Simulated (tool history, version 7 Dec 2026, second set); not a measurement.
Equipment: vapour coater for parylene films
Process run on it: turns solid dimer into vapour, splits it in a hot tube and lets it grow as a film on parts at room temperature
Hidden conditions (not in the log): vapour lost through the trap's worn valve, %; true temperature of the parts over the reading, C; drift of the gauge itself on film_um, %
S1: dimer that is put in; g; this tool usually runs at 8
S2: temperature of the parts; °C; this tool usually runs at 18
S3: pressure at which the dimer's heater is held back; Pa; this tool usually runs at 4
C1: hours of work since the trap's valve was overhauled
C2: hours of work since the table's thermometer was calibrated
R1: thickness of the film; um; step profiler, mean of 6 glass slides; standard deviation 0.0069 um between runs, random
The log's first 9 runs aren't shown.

run 10 hour=338.3 | S1=11 S2=18 S3=4 | C1=461 C2=1198 | R1=3.375
run 11 hour=390.3 | S1=11 S2=18 S3=4 | C1=483 C2=1220 | R1=3.377
-- hour=427.5 trap's valve overhauled
run 12 hour=460.9 | S1=11 S2=18 S3=4 | C1=14 C2=1249 | R1=3.58
run 13 hour=493.7 | S1=8 S2=29 S3=4 | C1=28 C2=1263 | R1=1.669
run 14 hour=522.4 | S1=8 S2=18 S3=4 | C1=41 C2=1275 | R1=2.606
run 15 hour=577.4 | S1=10 S2=18 S3=4 | C1=64 C2=1298 | R1=3.257
run 16 hour=626.8 | S1=10 S2=18 S3=4 | C1=85 C2=1320 | R1=3.236
-- hour=649.8 table's thermometer calibrated
run 17 hour=666.7 | S1=10 S2=18 S3=4 | C1=102 C2=7 | R1=3.192
run 18 hour=707.9 | S1=8 S2=18 S3=4.57 | C1=119 C2=25 | R1=2.473
run 19 hour=764.6 | S1=8 S2=18 S3=4.57 | C1=144 C2=49 | R1=2.474
run 20 hour=832.1 | S1=8 S2=18 S3=4 | C1=173 C2=78 | R1=2.532
run 21 hour=887.4 | S1=8 S2=18 S3=4 | C1=196 C2=102 | R1=2.522
run 22 hour=949.1 | S1=7 S2=18 S3=4 | C1=223 C2=128 | R1=2.219
run 23 hour=1019.6 | S1=7 S2=18 S3=4 | C1=253 C2=158 | R1=2.21
run 24 hour=1053.3 | S1=7 S2=18 S3=4 | C1=267 C2=173 | R1=2.202

What will run 25 give?
run 25 hour=1097.6 | S1=7 S2=18 S3=4 | C1=286 C2=191 | R1=?

R1: 2.204 um
Minus the tool's unlogged condition, the same run would have read R1 2.265 um.
